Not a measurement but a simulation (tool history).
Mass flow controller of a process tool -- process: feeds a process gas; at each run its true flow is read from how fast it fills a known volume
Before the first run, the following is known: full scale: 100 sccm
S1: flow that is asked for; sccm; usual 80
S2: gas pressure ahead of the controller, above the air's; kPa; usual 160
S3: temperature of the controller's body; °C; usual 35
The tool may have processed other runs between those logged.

Run 1, hour 0.0: usual settings. Result: true flow (%) 98.73.
Run 2, hour 206.5: usual settings but S1 48 sccm. Result: true flow (%) 98.53.
Run 3, hour 318.0: usual settings but S1 48 sccm. Result: true flow (%) 98.41.
Run 4, hour 433.2: usual settings but S1 48 sccm. Result: true flow (%) 98.43.
Run 5, hour 525.1: usual settings but S1 48 sccm. Result: true flow (%) 98.48.
Run 6, hour 682.0: usual settings but S1 48 sccm. Result: true flow (%) 98.49.
Run 7, hour 799.1: usual settings but S1 22 sccm. Result: true flow (%) 98.22.
Run 8, hour 891.7: usual settings. Result: true flow (%) 98.85.
Run 9, hour 1102.7: usual settings but S1 75 sccm. Result: true flow (%) 98.77.
Run 10, hour 1272.4: usual settings but S1 31 sccm, S3 32 °C. Result: true flow (%) 98.66.
Run 11, hour 1465.0: usual settings but S1 11 sccm, S2 153 kPa, S3 23 °C. Result: true flow (%) 99.36.
Run 12, hour 1649.9: usual settings but S1 61 sccm, S2 220 kPa, S3 27 °C. Result: true flow (%) 99.87.
Run 13, hour 1870.9: usual settings but S1 35 sccm, S2 220 kPa, S3 31 °C. Result: true flow (%) 99.10.

Predict the results of run 14:
Run 14, hour 2064.5: usual settings but S1 23 sccm, S2 218 kPa. Result: true flow (%) ?.

{"run 14": {"true flow (%)": 98.57}}
With no hidden state in the tool, this same run would have given true flow (%) 98.33.
